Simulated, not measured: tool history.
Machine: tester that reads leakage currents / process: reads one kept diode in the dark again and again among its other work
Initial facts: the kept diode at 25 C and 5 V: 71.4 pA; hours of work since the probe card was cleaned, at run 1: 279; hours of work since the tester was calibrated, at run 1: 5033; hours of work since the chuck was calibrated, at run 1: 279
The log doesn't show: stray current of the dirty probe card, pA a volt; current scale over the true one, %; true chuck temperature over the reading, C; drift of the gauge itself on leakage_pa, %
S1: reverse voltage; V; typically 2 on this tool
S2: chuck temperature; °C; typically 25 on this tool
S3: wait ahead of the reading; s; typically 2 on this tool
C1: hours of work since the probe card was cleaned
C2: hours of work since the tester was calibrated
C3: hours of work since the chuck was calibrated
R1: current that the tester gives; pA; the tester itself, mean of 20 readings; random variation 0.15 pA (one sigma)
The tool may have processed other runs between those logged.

run,hour,S1,S2,S3,C1,C2,C3,R1
1,0,2,25,2,279,5033,279,45.74
2,106.8,2,25,2,344,5098,344,45.92
3,277.2,4.45,25,2,448,5202,448,67.37
4,374.3,4.45,25,2,507,5261,507,67.8
5,556.4,4.45,52,2,618,5371,618,572.93
6,730.7,4.45,52,2,724,5477,724,576.2
7,845.5,2,25,2,793,5547,793,45.88
8,949.8,2,25,2,857,5611,857,45.91
# hour 1085.3: chuck's temperature calibrated
# hour 1143.5: tester calibrated
9,1150.5,2,25,2,977,4,38,45.63
10,1291.3,2,25,2,1062,90,124,45.73
11,1471.7,2,25,0.39,1172,200,234,46.08
12,1672.5,2,31,0.39,1294,322,356,76.47
13,1767.9,2,25,2,1352,380,414,45.65
14,1946.3,2,25,2,1460,488,522,45.98
15,2111,9.53,31,2.82,1561,588,623,163.21
16,2285.5,9.53,31,2.82,1667,694,729,162.56
17,2461.9,2,23,2.4,1774,802,836,38.51
18,2573.5,4.16,28,5.85,1842,870,904,85.12
# hour 2635.3: chuck's temperature calibrated
19,2714.6,4.16,28,5.85,1927,954,48,84.98
# hour 2813.8: probe card cleaned and baked
20,2826.4,4.16,28,1.52,8,1020,114,84.93
21,3024.4,9.72,25,0.81,128,1141,235,98.94
22,3235.5,9.72,22,0.81,256,1269,363,76.99
23,3394.6,9.72,22,0.81,353,1366,460,76.53
24,3490.6,2.85,52,1.99,412,1424,518,462.93
25,3643,2.85,52,1.99,504,1517,611,461.89
26,3751.8,2.73,21,1.69,570,1583,677,37.66
27,3878,2,22,2,647,1660,754,35.14
28,4017.4,2,22,2,732,1745,839,35.16

3 ways to go on from here, each from the tool as it stands after run 28. What would each give?
A,4166.1,19.39,25,2,822,1835,929,?
B,4166.1,9.41,43,5.09,822,1835,929,?
C,4166.1,7.74,59,0.54,822,1835,929,?

run,R1
A,138.44
B,422.22
C,1240.73
With no hidden state in the tool, these same runs would have given:
run,R1
A,138.22
B,421.78
C,1239.61
